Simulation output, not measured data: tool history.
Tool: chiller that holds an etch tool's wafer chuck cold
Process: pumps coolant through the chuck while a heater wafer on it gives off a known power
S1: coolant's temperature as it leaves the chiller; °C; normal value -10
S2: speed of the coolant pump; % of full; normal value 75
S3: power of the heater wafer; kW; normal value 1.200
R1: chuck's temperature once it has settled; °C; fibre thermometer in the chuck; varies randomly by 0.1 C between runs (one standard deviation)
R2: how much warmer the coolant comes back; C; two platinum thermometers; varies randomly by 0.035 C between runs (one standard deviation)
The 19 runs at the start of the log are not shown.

| run | hour | S1 | S2 | S3 | R1 | R2 |
|---|---|---|---|---|---|---|
| 20 | 444.2 | -15 | 89 | 1.513 | -3.8 | 5.71 |
| 21 | 466.0 | -15 | 89 | 1.513 | -3.9 | 5.72 |
|  | 470.1 | gauge calibrated |
| 22 | 494.0 | -15 | 89 | 1.513 | -3.9 | 6.04 |
| 23 | 516.0 | -15 | 89 | 0.698 | -9.7 | 2.76 |
| 24 | 533.9 | -7 | 89 | 0.752 | -1.4 | 2.99 |
| 25 | 555.0 | -6 | 90 | 1.184 | 2.7 | 4.64 |
| 26 | 580.8 | -6 | 90 | 1.184 | 2.8 | 4.56 |
| 27 | 613.4 | -6 | 90 | 1.184 | 2.8 | 4.57 |
| 28 | 632.5 | -6 | 90 | 1.184 | 2.7 | 4.58 |
| 29 | 662.7 | -18 | 76 | 0.979 | -10.0 | 4.44 |
| 30 | 684.8 | -18 | 76 | 0.979 | -9.9 | 4.39 |
| 31 | 712.6 | -18 | 76 | 0.979 | -9.8 | 4.39 |

What if the next run were any one of these 4? Each begins from the tool's condition after run 31:
| A | 727.0 | -13 | 76 | 0.979 | ? | ? |
| B | 727.0 | -18 | 77 | 0.998 | ? | ? |
| C | 727.0 | -17 | 70 | 0.697 | ? | ? |
| D | 727.0 | -18 | 87 | 0.863 | ? | ? |

| run | R1 | R2 |
|---|---|---|
| A | -4.9 | 4.35 |
| B | -9.8 | 4.37 |
| C | -10.8 | 3.29 |
| D | -11.5 | 3.37 |
Without the tool's hidden state the same runs would have given:
| run | R1 | R2 |
|---|---|---|
| A | -4.9 | 4.57 |
| B | -9.8 | 4.59 |
| C | -10.8 | 3.52 |
| D | -11.5 | 3.59 |
